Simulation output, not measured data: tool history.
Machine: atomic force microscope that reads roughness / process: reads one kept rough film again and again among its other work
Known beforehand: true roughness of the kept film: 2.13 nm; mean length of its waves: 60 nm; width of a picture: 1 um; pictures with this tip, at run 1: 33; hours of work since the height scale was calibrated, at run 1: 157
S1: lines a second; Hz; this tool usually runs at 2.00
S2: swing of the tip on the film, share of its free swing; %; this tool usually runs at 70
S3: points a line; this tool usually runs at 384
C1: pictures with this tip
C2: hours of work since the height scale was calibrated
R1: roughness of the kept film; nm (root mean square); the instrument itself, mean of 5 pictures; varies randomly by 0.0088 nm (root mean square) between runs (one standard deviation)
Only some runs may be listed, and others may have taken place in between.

run	day	S1	S2	S3	C1	C2	R1
1	0.000	2.00	70	384	33	157	1.899
# day 1.421: new tip fitted
2	2.233	2.00	70	384	34	192	1.918
# day 3.554: new tip fitted
3	4.554	2.00	70	344	42	229	1.907
# day 5.867: new tip fitted
4	6.346	2.00	70	384	20	257	1.951
# day 8.125: new tip fitted
5	8.792	2.00	70	384	28	295	1.945
# day 10.371: new tip fitted
6	11.200	2.00	70	523	34	333	1.920
# day 12.633: new tip fitted
7	13.208	2.00	70	523	24	365	1.925
# day 14.846: new tip fitted
8	15.333	2.00	70	523	20	398	1.952
# day 17.083: new tip fitted
9	17.267	2.00	81	384	8	428	1.878
# day 19.221: new tip fitted
10	19.358	2.00	81	384	6	461	1.877
# day 21.375: new tip fitted
11	21.750	2.00	81	384	16	499	1.868
12	22.862	2.00	81	384	62	516	1.798
# day 23.633: new tip fitted
13	25.321	2.00	70	384	71	555	1.873
# day 25.788: new tip fitted
14	27.746	2.00	70	384	82	593	1.870
# day 27.921: new tip fitted
# day 30.146: new tip fitted
15	30.233	2.00	70	384	4	632	1.974
16	31.375	2.00	70	384	51	650	1.896
# day 32.321: new tip fitted
17	32.804	2.00	70	384	20	672	1.968
18	33.967	2.00	70	384	68	691	1.876
# day 34.529: new tip fitted
19	35.608	2.00	70	430	44	716	1.913
# day 36.675: new tip fitted
20	37.729	2.00	70	430	44	750	1.929
# day 38.817: new tip fitted
21	39.054	2.00	70	281	10	770	1.978
22	40.525	1.66	70	281	71	794	1.898
# day 40.967: new tip fitted
23	42.546	1.66	70	458	65	825	1.903
# day 43.121: new tip fitted
24	44.492	1.66	70	458	57	856	1.921
# day 45.304: new tip fitted
25	46.021	2.00	78	384	29	880	1.875
# day 47.592: new tip fitted
26	47.604	3.17	62	720	0	905	1.999
27	48.617	3.87	61	262	43	921	1.922
# day 49.929: new tip fitted
28	51.083	3.87	61	262	48	959	1.895
# day 52.062: new tip fitted
29	52.429	2.00	70	753	16	980	1.975
# day 54.238: new tip fitted
30	54.304	2.00	64	398	3	1010	2.002
# day 56.529: new tip fitted
31	56.612	2.00	64	365	3	1046	2.025
32	57.942	2.22	90	569	58	1067	1.716
# day 58.858: new tip fitted
33	59.354	1.06	60	458	21	1089	2.041
# day 60.992: new tip fitted
34	61.496	1.06	60	458	21	1123	2.068
# day 63.158: new tip fitted
35	63.792	3.91	69	420	26	1159	1.873
36	65.250	2.00	63	718	87	1182	1.917
# day 65.417: new tip fitted
37	66.408	2.00	63	718	41	1200	1.978
# day 67.188: height scale calibrated on a step standard
# day 67.733: new tip fitted
38	68.038	2.00	63	289	12	13	1.964
39	69.592	2.67	76	873	77	38	1.753
# day 69.979: new tip fitted
40	71.579	2.67	76	873	67	69	1.778
# day 72.283: new tip fitted
41	73.383	3.51	63	1008	46	97	1.864
# day 74.492: new tip fitted
42	75.617	3.51	63	1008	47	132	1.880
# day 76.642: new tip fitted
43	76.708	3.51	62	490	3	149	1.952
# day 78.812: new tip fitted
44	78.983	3.51	62	490	8	185	1.951
# day 80.971: new tip fitted
45	81.467	3.51	62	490	21	224	1.926
# day 83.212: new tip fitted
46	83.550	3.50	81	472	14	257	1.719
# day 85.450: new tip fitted
47	85.829	3.50	81	472	16	293	1.720
48	87.000	2.00	59	384	65	311	1.927
# day 87.712: new tip fitted
49	89.433	1.55	63	828	72	349	1.921
# day 89.900: new tip fitted
50	91.896	0.88	55	834	83	388	1.949

What differs in the tool's unlogged condition from the final listed run ahead of each entry between runs to the first listed run following it?
In the gap between runs 1 and 2: new tip fitted (day 1.421)
  radius of the tip, nm: 21.8 -> 22; height scale over the true one, %: 0.46 -> 0.53
  measured result minus the result with no hidden state, R1: -0.043 -> -0.042 nm (root mean square)
In the gap between runs 2 and 3: new tip fitted (day 3.554)
  radius of the tip, nm: 22 -> 24.4; height scale over the true one, %: 0.53 -> 0.6
  measured result minus the result with no hidden state, R1: -0.042 -> -0.051 nm (root mean square)
In the gap between runs 3 and 4: new tip fitted (day 5.867)
  radius of the tip, nm: 24.4 -> 17.7; height scale over the true one, %: 0.6 -> 0.66
  measured result minus the result with no hidden state, R1: -0.051 -> -0.021 nm (root mean square)
In the gap between runs 4 and 5: new tip fitted (day 8.125)
  radius of the tip, nm: 17.7 -> 20.2; height scale over the true one, %: 0.66 -> 0.73
  measured result minus the result with no hidden state, R1: -0.021 -> -0.031 nm (root mean square)
In the gap between runs 5 and 6: new tip fitted (day 10.371)
  radius of the tip, nm: 20.2 -> 23.8; height scale over the true one, %: 0.73 -> 0.81
  measured result minus the result with no hidden state, R1: -0.031 -> -0.044 nm (root mean square)
In the gap between runs 6 and 7: new tip fitted (day 12.633)
  radius of the tip, nm: 23.8 -> 18.8; height scale over the true one, %: 0.81 -> 0.88
  measured result minus the result with no hidden state, R1: -0.044 -> -0.022 nm (root mean square)
In the gap between runs 7 and 8: new tip fitted (day 14.846)
  radius of the tip, nm: 18.8 -> 16.5; height scale over the true one, %: 0.88 -> 0.94
  measured result minus the result with no hidden state, R1: -0.022 -> -0.011 nm (root mean square)
In the gap between runs 8 and 9: new tip fitted (day 17.083)
  radius of the tip, nm: 16.5 -> 12.6; height scale over the true one, %: 0.94 -> 1.01
  measured result minus the result with no hidden state, R1: -0.011 -> +0.008 nm (root mean square)
In the gap between runs 9 and 10: new tip fitted (day 19.221)
  height scale over the true one, %: 1.01 -> 1.07
  measured result minus the result with no hidden state, R1: +0.008 -> +0.009 nm (root mean square)
In the gap between runs 10 and 11: new tip fitted (day 21.375)
  radius of the tip, nm: 12.6 -> 16; height scale over the true one, %: 1.07 -> 1.14
  measured result minus the result with no hidden state, R1: +0.009 -> -0.004 nm (root mean square)
In the gap between runs 12 and 13: new tip fitted (day 23.633)
  radius of the tip, nm: 33.3 -> 36.5; height scale over the true one, %: 1.17 -> 1.25
  measured result minus the result with no hidden state, R1: -0.074 -> -0.089 nm (root mean square)
In the gap between runs 13 and 14: new tip fitted (day 25.788)
  radius of the tip, nm: 36.5 -> 36.6; height scale over the true one, %: 1.25 -> 1.33
  measured result minus the result with no hidden state, R1: -0.089 -> -0.088 nm (root mean square)
In the gap between runs 14 and 15: new tip fitted (day 27.921); new tip fitted (day 30.146)
  radius of the tip, nm: 36.6 -> 11.5; height scale over the true one, %: 1.33 -> 1.41
  measured result minus the result with no hidden state, R1: -0.088 -> +0.020 nm (root mean square)
In the gap between runs 16 and 17: new tip fitted (day 32.321)
  radius of the tip, nm: 28.6 -> 16.7; height scale over the true one, %: 1.44 -> 1.48
  measured result minus the result with no hidden state, R1: -0.053 -> +0.000 nm (root mean square)
In the gap between runs 18 and 19: new tip fitted (day 34.529)
  radius of the tip, nm: 34.8 -> 27.5; height scale over the true one, %: 1.52 -> 1.57
  measured result minus the result with no hidden state, R1: -0.076 -> -0.046 nm (root mean square)
In the gap between runs 19 and 20: new tip fitted (day 36.675)
  radius of the tip, nm: 27.5 -> 26.2; height scale over the true one, %: 1.57 -> 1.63
  measured result minus the result with no hidden state, R1: -0.046 -> -0.039 nm (root mean square)
In the gap between runs 20 and 21: new tip fitted (day 38.817)
  radius of the tip, nm: 26.2 -> 14.3; height scale over the true one, %: 1.63 -> 1.67
  measured result minus the result with no hidden state, R1: -0.039 -> +0.013 nm (root mean square)
In the gap between runs 22 and 23: new tip fitted (day 40.967)
  radius of the tip, nm: 36 -> 32.6; height scale over the true one, %: 1.72 -> 1.78
  measured result minus the result with no hidden state, R1: -0.079 -> -0.063 nm (root mean square)
In the gap between runs 23 and 24: new tip fitted (day 43.121)
  height scale over the true one, %: 1.78 -> 1.84
  measured result minus the result with no hidden state, R1: -0.063 -> -0.063 nm (root mean square)
In the gap between runs 24 and 25: new tip fitted (day 45.304)
  radius of the tip, nm: 32.6 -> 20.2; height scale over the true one, %: 1.84 -> 1.88
  measured result minus the result with no hidden state, R1: -0.063 -> -0.008 nm (root mean square)
In the gap between runs 25 and 26: new tip fitted (day 47.592)
  radius of the tip, nm: 20.2 -> 10.3; height scale over the true one, %: 1.88 -> 1.93
  measured result minus the result with no hidden state, R1: -0.008 -> +0.036 nm (root mean square)
In the gap between runs 27 and 28: new tip fitted (day 49.929)
  radius of the tip, nm: 24.4 -> 27.3; height scale over the true one, %: 1.96 -> 2.03
  measured result minus the result with no hidden state, R1: -0.025 -> -0.035 nm (root mean square)
In the gap between runs 28 and 29: new tip fitted (day 52.062)
  radius of the tip, nm: 27.3 -> 15.7; height scale over the true one, %: 2.03 -> 2.07
  measured result minus the result with no hidden state, R1: -0.035 -> +0.014 nm (root mean square)
In the gap between runs 29 and 30: new tip fitted (day 54.238)
  radius of the tip, nm: 15.7 -> 11.9; height scale over the true one, %: 2.07 -> 2.13
  measured result minus the result with no hidden state, R1: +0.014 -> +0.034 nm (root mean square)
In the gap between runs 30 and 31: new tip fitted (day 56.529)
  radius of the tip, nm: 11.9 -> 11.7; height scale over the true one, %: 2.13 -> 2.2
  measured result minus the result with no hidden state, R1: +0.034 -> +0.036 nm (root mean square)
In the gap between runs 32 and 33: new tip fitted (day 58.858)
  radius of the tip, nm: 30.2 -> 17.6; height scale over the true one, %: 2.24 -> 2.28
  measured result minus the result with no hidden state, R1: -0.040 -> +0.011 nm (root mean square)
In the gap between runs 33 and 34: new tip fitted (day 60.992)
  radius of the tip, nm: 17.6 -> 17.5; height scale over the true one, %: 2.28 -> 2.35
  measured result minus the result with no hidden state, R1: +0.011 -> +0.012 nm (root mean square)
In the gap between runs 34 and 35: new tip fitted (day 63.158)
  radius of the tip, nm: 17.5 -> 19.6; height scale over the true one, %: 2.35 -> 2.42
  measured result minus the result with no hidden state, R1: +0.012 -> +0.005 nm (root mean square)
In the gap between runs 36 and 37: new tip fitted (day 65.417)
  radius of the tip, nm: 41.6 -> 26.3; height scale over the true one, %: 2.47 -> 2.5
  measured result minus the result with no hidden state, R1: -0.088 -> -0.023 nm (root mean square)
In the gap between runs 37 and 38: height scale calibrated on a step standard (day 67.188); new tip fitted (day 67.733)
  radius of the tip, nm: 26.3 -> 14.8; height scale over the true one, %: 2.5 -> -0.15
  measured result minus the result with no hidden state, R1: -0.023 -> -0.024 nm (root mean square)
In the gap between runs 39 and 40: new tip fitted (day 69.979)
  radius of the tip, nm: 36.3 -> 31.2; height scale over the true one, %: -0.1 -> -0.04
  measured result minus the result with no hidden state, R1: -0.107 -> -0.086 nm (root mean square)
In the gap between runs 40 and 41: new tip fitted (day 72.283)
  radius of the tip, nm: 31.2 -> 26.7; height scale over the true one, %: -0.04 -> 0.01
  measured result minus the result with no hidden state, R1: -0.086 -> -0.071 nm (root mean square)
In the gap between runs 41 and 42: new tip fitted (day 74.492)
  radius of the tip, nm: 26.7 -> 26; height scale over the true one, %: 0.01 -> 0.09
  measured result minus the result with no hidden state, R1: -0.071 -> -0.067 nm (root mean square)
In the gap between runs 42 and 43: new tip fitted (day 76.642)
  radius of the tip, nm: 26 -> 10.8; height scale over the true one, %: 0.09 -> 0.12
  measured result minus the result with no hidden state, R1: -0.067 -> -0.001 nm (root mean square)
In the gap between runs 43 and 44: new tip fitted (day 78.812)
  radius of the tip, nm: 10.8 -> 12.5; height scale over the true one, %: 0.12 -> 0.19
  measured result minus the result with no hidden state, R1: -0.001 -> -0.007 nm (root mean square)
In the gap between runs 44 and 45: new tip fitted (day 80.971)
  radius of the tip, nm: 12.5 -> 17.4; height scale over the true one, %: 0.19 -> 0.26
  measured result minus the result with no hidden state, R1: -0.007 -> -0.027 nm (root mean square)
In the gap between runs 45 and 46: new tip fitted (day 83.212)
  radius of the tip, nm: 17.4 -> 15; height scale over the true one, %: 0.26 -> 0.33
  measured result minus the result with no hidden state, R1: -0.027 -> -0.014 nm (root mean square)
In the gap between runs 46 and 47: new tip fitted (day 85.450)
  radius of the tip, nm: 15 -> 15.1; height scale over the true one, %: 0.33 -> 0.39
  measured result minus the result with no hidden state, R1: -0.014 -> -0.013 nm (root mean square)
In the gap between runs 48 and 49: new tip fitted (day 87.712)
  radius of the tip, nm: 29.2 -> 32.8; height scale over the true one, %: 0.43 -> 0.49
  measured result minus the result with no hidden state, R1: -0.075 -> -0.090 nm (root mean square)
In the gap between runs 49 and 50: new tip fitted (day 89.900)
  radius of the tip, nm: 32.8 -> 39.4; height scale over the true one, %: 0.49 -> 0.57
  measured result minus the result with no hidden state, R1: -0.090 -> -0.118 nm (root mean square)
